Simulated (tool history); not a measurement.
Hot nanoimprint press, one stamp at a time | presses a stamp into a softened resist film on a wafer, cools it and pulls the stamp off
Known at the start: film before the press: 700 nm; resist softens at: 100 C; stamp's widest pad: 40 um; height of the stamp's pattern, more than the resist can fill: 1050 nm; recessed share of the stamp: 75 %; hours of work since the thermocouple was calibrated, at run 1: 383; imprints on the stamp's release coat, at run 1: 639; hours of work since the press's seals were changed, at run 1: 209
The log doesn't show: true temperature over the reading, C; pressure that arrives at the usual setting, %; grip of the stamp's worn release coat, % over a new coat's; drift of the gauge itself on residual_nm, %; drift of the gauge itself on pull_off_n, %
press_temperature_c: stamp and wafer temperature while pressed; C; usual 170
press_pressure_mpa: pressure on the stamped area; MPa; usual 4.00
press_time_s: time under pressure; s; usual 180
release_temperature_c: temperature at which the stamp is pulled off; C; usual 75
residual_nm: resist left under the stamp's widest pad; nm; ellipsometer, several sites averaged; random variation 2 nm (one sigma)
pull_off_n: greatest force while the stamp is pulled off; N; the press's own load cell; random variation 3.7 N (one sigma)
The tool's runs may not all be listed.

run,hour,press_temperature_c,press_pressure_mpa,press_time_s,release_temperature_c,hours of work since the thermocouple was calibrated,imprints on the stamp's release coat,hours of work since the press's seals were changed,residual_nm,pull_off_n
1,0.0,170,4.00,180,75,383,639,209,298.1,182
2,62.7,170,4.00,123,75,412,813,238,341.9,185
3,125.0,170,4.00,180,75,440,987,266,296.0,192
4,191.9,170,4.00,180,75,470,1173,297,298.3,197
5,239.6,170,2.50,180,75,492,1306,318,363.7,189
6,290.1,170,4.00,239,75,515,1446,341,259.8,199
7,324.7,170,4.00,239,75,531,1543,357,263.2,191
8,354.8,170,4.00,180,74,544,1627,371,292.0,198
9,385.8,170,4.00,180,74,558,1713,385,290.6,209
# hour 394.9: plate thermocouple calibrated
10,430.1,170,4.00,180,74,16,1828,403,316.8,208
11,467.3,170,4.00,180,74,33,1932,420,316.1,219
# hour 518.9: stamp cleaned and given a new release coat
12,539.2,170,4.00,180,74,63,57,450,318.4,183
13,574.2,170,4.00,180,74,79,155,466,316.5,176
14,631.9,170,4.00,180,74,105,315,492,313.9,186
15,666.2,170,4.00,180,75,121,411,508,311.7,184
16,702.1,170,4.00,180,75,137,511,524,313.9,187
17,740.2,170,4.00,106,75,154,617,542,376.4,182
18,811.3,178,2.97,111,75,186,815,574,310.4,188
19,848.0,166,3.41,161,61,203,917,591,409.5,245
20,889.9,166,4.27,133,61,222,1033,610,395.4,248
21,936.9,166,4.27,133,70,243,1164,631,392.3,216
22,986.7,176,4.43,183,72,266,1303,654,225.0,207
23,1044.2,170,4.00,198,61,292,1463,680,290.3,266
24,1087.4,164,4.00,180,79,312,1583,699,390.6,186
25,1124.8,176,4.81,180,77,329,1688,716,216.8,189
26,1167.8,164,2.57,180,78,348,1807,736,456.5,202
27,1223.4,160,4.00,326,75,374,1962,761,375.1,204
28,1252.7,160,4.00,326,75,387,2044,774,375.3,218
# hour 1264.7: stamp cleaned and given a new release coat
29,1329.6,171,4.38,189,75,419,181,807,267.9,169

Forecast each of these 3 alternatives for the next run:
A,1380.4,176,3.95,180,75,442,323,830,?,?
B,1380.4,171,5.95,156,64,442,323,830,?,?
C,1380.4,165,4.38,201,75,442,323,830,?,?

run,residual_nm,pull_off_n
A,234.5,172
B,250.4,221
C,339.7,170
Without the tool's hidden state the same runs would have given:
run,residual_nm,pull_off_n
A,252.5,172
B,269.0,221
C,365.7,171
